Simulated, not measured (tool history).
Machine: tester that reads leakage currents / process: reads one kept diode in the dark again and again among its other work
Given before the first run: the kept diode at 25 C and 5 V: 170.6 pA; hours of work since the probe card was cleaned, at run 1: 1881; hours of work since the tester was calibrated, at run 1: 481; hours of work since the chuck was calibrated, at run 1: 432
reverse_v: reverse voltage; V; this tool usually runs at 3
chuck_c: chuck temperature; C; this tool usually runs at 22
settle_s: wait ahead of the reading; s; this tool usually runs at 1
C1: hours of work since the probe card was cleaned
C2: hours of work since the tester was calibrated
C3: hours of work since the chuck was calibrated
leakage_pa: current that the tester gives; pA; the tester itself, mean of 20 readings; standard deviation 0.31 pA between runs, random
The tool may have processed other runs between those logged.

run 1 hour=0 | reverse_v=3 chuck_c=22 settle_s=1 | C1=1881 C2=481 C3=432 | leakage_pa=103.84
run 2 hour=47.5 | reverse_v=3 chuck_c=22 settle_s=1 | C1=1910 C2=510 C3=461 | leakage_pa=103.14
run 3 hour=92.5 | reverse_v=3 chuck_c=22 settle_s=1 | C1=1938 C2=538 C3=488 | leakage_pa=103.58
run 4 hour=157.9 | reverse_v=3 chuck_c=22 settle_s=1.68 | C1=1978 C2=578 C3=528 | leakage_pa=103.33
run 5 hour=218.2 | reverse_v=3 chuck_c=22 settle_s=1.68 | C1=2015 C2=615 C3=565 | leakage_pa=102.7
run 6 hour=279.5 | reverse_v=3 chuck_c=22 settle_s=1.68 | C1=2052 C2=652 C3=602 | leakage_pa=103.75
run 7 hour=315.1 | reverse_v=3 chuck_c=22 settle_s=1.68 | C1=2074 C2=674 C3=624 | leakage_pa=102.69
run 8 hour=383.7 | reverse_v=3 chuck_c=22 settle_s=1.68 | C1=2116 C2=716 C3=666 | leakage_pa=103.26
run 9 hour=422.2 | reverse_v=3 chuck_c=22 settle_s=1.68 | C1=2139 C2=739 C3=690 | leakage_pa=103.37
run 10 hour=476.1 | reverse_v=3 chuck_c=22 settle_s=1.68 | C1=2172 C2=772 C3=723 | leakage_pa=102.8
run 11 hour=542.3 | reverse_v=3 chuck_c=22 settle_s=1.68 | C1=2213 C2=813 C3=763 | leakage_pa=102.6
run 12 hour=608.3 | reverse_v=3 chuck_c=22 settle_s=1.68 | C1=2253 C2=853 C3=803 | leakage_pa=102.52
run 13 hour=656.8 | reverse_v=3 chuck_c=22 settle_s=1.68 | C1=2283 C2=882 C3=833 | leakage_pa=102.35
run 14 hour=713.1 | reverse_v=2.94 chuck_c=22 settle_s=1 | C1=2317 C2=917 C3=867 | leakage_pa=102.36
run 15 hour=771.3 | reverse_v=10.73 chuck_c=34 settle_s=0.59 | C1=2353 C2=952 C3=903 | leakage_pa=531.89
run 16 hour=833.3 | reverse_v=3.71 chuck_c=28 settle_s=0.81 | C1=2390 C2=990 C3=941 | leakage_pa=185.76
run 17 hour=881.6 | reverse_v=3 chuck_c=39 settle_s=0.64 | C1=2420 C2=1020 C3=970 | leakage_pa=381.58
run 18 hour=914.5 | reverse_v=18.01 chuck_c=22 settle_s=1 | C1=2440 C2=1040 C3=990 | leakage_pa=289.82
run 19 hour=984 | reverse_v=5.86 chuck_c=22 settle_s=3.67 | C1=2483 C2=1082 C3=1033 | leakage_pa=149.67
run 20 hour=1062.1 | reverse_v=5.86 chuck_c=22 settle_s=3.67 | C1=2530 C2=1130 C3=1080 | leakage_pa=148.83
run 21 hour=1118.9 | reverse_v=5.86 chuck_c=22 settle_s=3.67 | C1=2565 C2=1165 C3=1115 | leakage_pa=149.34
run 22 hour=1162.6 | reverse_v=6.34 chuck_c=29 settle_s=1.69 | C1=2592 C2=1191 C3=1142 | leakage_pa=268.6
run 23 hour=1196.5 | reverse_v=1.4 chuck_c=42 settle_s=0.74 | C1=2612 C2=1212 C3=1163 | leakage_pa=312.56
run 24 hour=1264.6 | reverse_v=2.27 chuck_c=46 settle_s=0.49 | C1=2654 C2=1254 C3=1204 | leakage_pa=542.38
run 25 hour=1314.4 | reverse_v=2.62 chuck_c=29 settle_s=0.47 | C1=2684 C2=1284 C3=1235 | leakage_pa=164.63
run 26 hour=1360 | reverse_v=2.62 chuck_c=29 settle_s=0.47 | C1=2712 C2=1312 C3=1262 | leakage_pa=165.21
run 27 hour=1409.3 | reverse_v=2.62 chuck_c=53 settle_s=0.47 | C1=2742 C2=1342 C3=1293 | leakage_pa=952.21

Alternative continuations, all from the tool just after run 27; predict every row:
run A hour=1479.9 | reverse_v=12.66 chuck_c=40 settle_s=1 | C1=2785 C2=1385 C3=1336 | leakage_pa=?
run B hour=1479.9 | reverse_v=8.89 chuck_c=53 settle_s=2.48 | C1=2785 C2=1385 C3=1336 | leakage_pa=?
run C hour=1479.9 | reverse_v=2.62 chuck_c=36 settle_s=2.55 | C1=2785 C2=1385 C3=1336 | leakage_pa=?
run D hour=1479.9 | reverse_v=1.01 chuck_c=22 settle_s=1 | C1=2785 C2=1385 C3=1336 | leakage_pa=?

run=A leakage_pa=896.25
run=B leakage_pa=1849.86
run=C leakage_pa=279.24
run=D leakage_pa=55.28
The same runs, with their run-to-run variation unchanged, on a tool lacking any hidden condition would have given:
run=A leakage_pa=912.51
run=B leakage_pa=1908.65
run=C leakage_pa=287.31
run=D leakage_pa=56.24
